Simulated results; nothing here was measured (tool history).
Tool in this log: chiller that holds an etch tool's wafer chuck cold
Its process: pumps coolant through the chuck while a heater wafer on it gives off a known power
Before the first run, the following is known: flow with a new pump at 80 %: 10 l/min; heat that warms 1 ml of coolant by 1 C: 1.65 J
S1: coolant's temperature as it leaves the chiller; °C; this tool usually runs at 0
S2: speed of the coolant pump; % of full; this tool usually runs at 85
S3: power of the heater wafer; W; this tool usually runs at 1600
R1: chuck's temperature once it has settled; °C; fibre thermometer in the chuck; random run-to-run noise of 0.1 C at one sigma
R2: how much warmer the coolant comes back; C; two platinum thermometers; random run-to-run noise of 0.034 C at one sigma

run   hour  S1  S2    S3    R1    R2
  1      0   0  85  1600  16.1  5.44
  2   24.9   0  85  1600  15.9  5.44
  3     50   0  85  1600    16  5.42
  4     76   0  75  1600  17.9  6.24
  5  104.4   0  85  1600  15.9  5.38
  6  131.1   0  85  1600  15.9  5.47
  7  151.1   0  85  1600    16  5.43
  8  176.4   0  85  1600    16  5.36
  9  199.4   0  85  1600  16.1  5.46
 10  224.5   0  85  1121  11.2  3.79
 11  258.1   0  85  1121  11.4   3.8
 12  278.9   0  85  1600  16.1  5.48
 13  297.8   0  85  1600    16  5.46
 14  320.6   0  85  1600  16.1  5.42
 15  344.8   3  85  1243  15.3  4.24
 16  376.8  -2  99   865   5.9  2.51
 17  407.5  -9  99  1145   1.1  3.24
 18  429.3   0  93  1560  14.6  4.79

Expected results for the next run?
 19  449.1   0  93  1560   ?   ?

Run 19 produced R1 14.6 °C, R2 4.82 C.
Were there no unlogged condition in the tool, this run, its random variation unchanged, would have produced R1 14.5 °C, R2 4.82 C.
